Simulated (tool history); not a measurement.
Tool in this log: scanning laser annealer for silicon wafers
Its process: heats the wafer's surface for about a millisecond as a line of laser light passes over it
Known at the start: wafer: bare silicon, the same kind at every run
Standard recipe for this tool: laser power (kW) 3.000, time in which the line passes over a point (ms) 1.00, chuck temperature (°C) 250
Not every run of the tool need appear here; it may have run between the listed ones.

| run | hour | laser power (kW) | time in which the line passes over a point (ms) | chuck temperature (°C) | highest temperature of the surface (°C) |
|---|---|---|---|---|---|
| 1 | 0.0 | 3.000 | 1.00 | 250 | 979 |
| 2 | 6.4 | 3.000 | 0.78 | 250 | 893 |
| 3 | 12.1 | 3.000 | 0.78 | 250 | 887 |
| 4 | 17.2 | 3.000 | 0.78 | 250 | 892 |
| 5 | 25.8 | 3.000 | 0.78 | 250 | 893 |
|  | 28.9 | window over the wafer cleaned |
| 6 | 34.0 | 3.214 | 1.00 | 250 | 1046 |
| 7 | 41.5 | 3.000 | 1.00 | 250 | 983 |
| 8 | 49.4 | 3.000 | 1.00 | 253 | 986 |
| 9 | 61.5 | 3.000 | 1.00 | 277 | 1008 |
| 10 | 68.2 | 3.000 | 1.00 | 277 | 1009 |
| 11 | 80.8 | 3.000 | 1.00 | 277 | 1005 |
| 12 | 93.3 | 3.000 | 1.00 | 277 | 1007 |
| 13 | 99.0 | 3.000 | 1.00 | 277 | 1008 |
| 14 | 111.0 | 3.000 | 1.00 | 250 | 982 |
| 15 | 120.0 | 3.000 | 1.00 | 250 | 983 |
| 16 | 127.5 | 2.672 | 1.00 | 250 | 882 |
|  | 134.3 | optics aligned, line set to its width |
| 17 | 142.2 | 2.672 | 1.00 | 250 | 881 |
| 18 | 152.3 | 2.672 | 1.00 | 250 | 880 |
| 19 | 163.5 | 3.000 | 1.00 | 250 | 981 |
| 20 | 172.1 | 3.000 | 1.00 | 250 | 983 |
| 21 | 180.6 | 3.000 | 1.00 | 287 | 1021 |
| 22 | 187.5 | 3.144 | 1.05 | 287 | 1084 |
| 23 | 200.1 | 3.144 | 1.05 | 287 | 1082 |
| 24 | 208.4 | 2.556 | 0.88 | 242 | 802 |
| 25 | 219.9 | 2.988 | 0.82 | 271 | 924 |
| 26 | 229.6 | 2.988 | 0.82 | 271 | 928 |
| 27 | 236.6 | 2.760 | 1.02 | 271 | 938 |
| 28 | 243.1 | 3.000 | 0.87 | 250 | 930 |
| 29 | 250.2 | 3.000 | 1.00 | 284 | 1017 |
| 30 | 255.8 | 3.000 | 0.80 | 253 | 904 |
| 31 | 267.5 | 3.000 | 0.80 | 253 | 907 |
| 32 | 276.8 | 3.000 | 0.80 | 253 | 902 |
| 33 | 288.5 | 3.000 | 0.80 | 253 | 904 |
| 34 | 300.1 | 3.000 | 0.80 | 253 | 906 |

Forecast run 35:
| 35 | 308.7 | 2.569 | 1.00 | 250 | ? |

highest temperature of the surface (°C): 854
With no hidden state in the tool, this same run would have given highest temperature of the surface (°C) 854.

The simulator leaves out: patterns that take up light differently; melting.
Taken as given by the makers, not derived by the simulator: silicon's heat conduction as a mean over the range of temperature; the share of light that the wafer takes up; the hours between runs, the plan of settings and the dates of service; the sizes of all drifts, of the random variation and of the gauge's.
